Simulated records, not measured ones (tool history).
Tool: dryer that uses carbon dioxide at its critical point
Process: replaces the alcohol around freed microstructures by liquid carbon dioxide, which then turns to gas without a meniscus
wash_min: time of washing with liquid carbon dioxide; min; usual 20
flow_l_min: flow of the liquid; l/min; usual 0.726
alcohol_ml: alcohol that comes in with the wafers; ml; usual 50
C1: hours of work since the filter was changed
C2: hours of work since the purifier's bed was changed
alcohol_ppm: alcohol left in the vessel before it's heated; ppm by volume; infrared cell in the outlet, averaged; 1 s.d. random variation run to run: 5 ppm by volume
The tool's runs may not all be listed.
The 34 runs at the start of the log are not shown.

run 35 day=48.683 | wash_min=22 flow_l_min=1.169 alcohol_ml=105 | C1=319 C2=592 | alcohol_ppm=161
run 36 day=50.4 | wash_min=22 flow_l_min=1.169 alcohol_ml=105 | C1=348 C2=622 | alcohol_ppm=178
run 37 day=51.912 | wash_min=22 flow_l_min=1.169 alcohol_ml=105 | C1=374 C2=648 | alcohol_ppm=177
run 38 day=52.958 | wash_min=12 flow_l_min=1.169 alcohol_ml=74 | C1=392 C2=666 | alcohol_ppm=254
run 39 day=54.629 | wash_min=12 flow_l_min=1.169 alcohol_ml=74 | C1=421 C2=694 | alcohol_ppm=279
run 40 day=56.579 | wash_min=12 flow_l_min=1.169 alcohol_ml=74 | C1=454 C2=728 | alcohol_ppm=284
run 41 day=58.629 | wash_min=12 flow_l_min=1.169 alcohol_ml=74 | C1=489 C2=763 | alcohol_ppm=308
-- day=60.083 inlet filter changed
run 42 day=60.167 | wash_min=28 flow_l_min=0.726 alcohol_ml=85 | C1=1 C2=789 | alcohol_ppm=218
run 43 day=62.221 | wash_min=13 flow_l_min=0.764 alcohol_ml=29 | C1=37 C2=824 | alcohol_ppm=345

Here are 4 independent what-if runs from the current tool condition. What would each one return?
run A day=64.112 | wash_min=20 flow_l_min=0.603 alcohol_ml=50 | C1=69 C2=856 | alcohol_ppm=?
run B day=64.112 | wash_min=17 flow_l_min=0.764 alcohol_ml=25 | C1=69 C2=856 | alcohol_ppm=?
run C day=64.112 | wash_min=24 flow_l_min=0.822 alcohol_ml=28 | C1=69 C2=856 | alcohol_ppm=?
run D day=64.112 | wash_min=26 flow_l_min=0.562 alcohol_ml=112 | C1=69 C2=856 | alcohol_ppm=?

run=A alcohol_ppm=319
run=B alcohol_ppm=263
run=C alcohol_ppm=225
run=D alcohol_ppm=276
The same runs, with their run-to-run variation unchanged, on a tool lacking any hidden condition would have given:
run=A alcohol_ppm=80
run=B alcohol_ppm=33
run=C alcohol_ppm=0
run=D alcohol_ppm=48
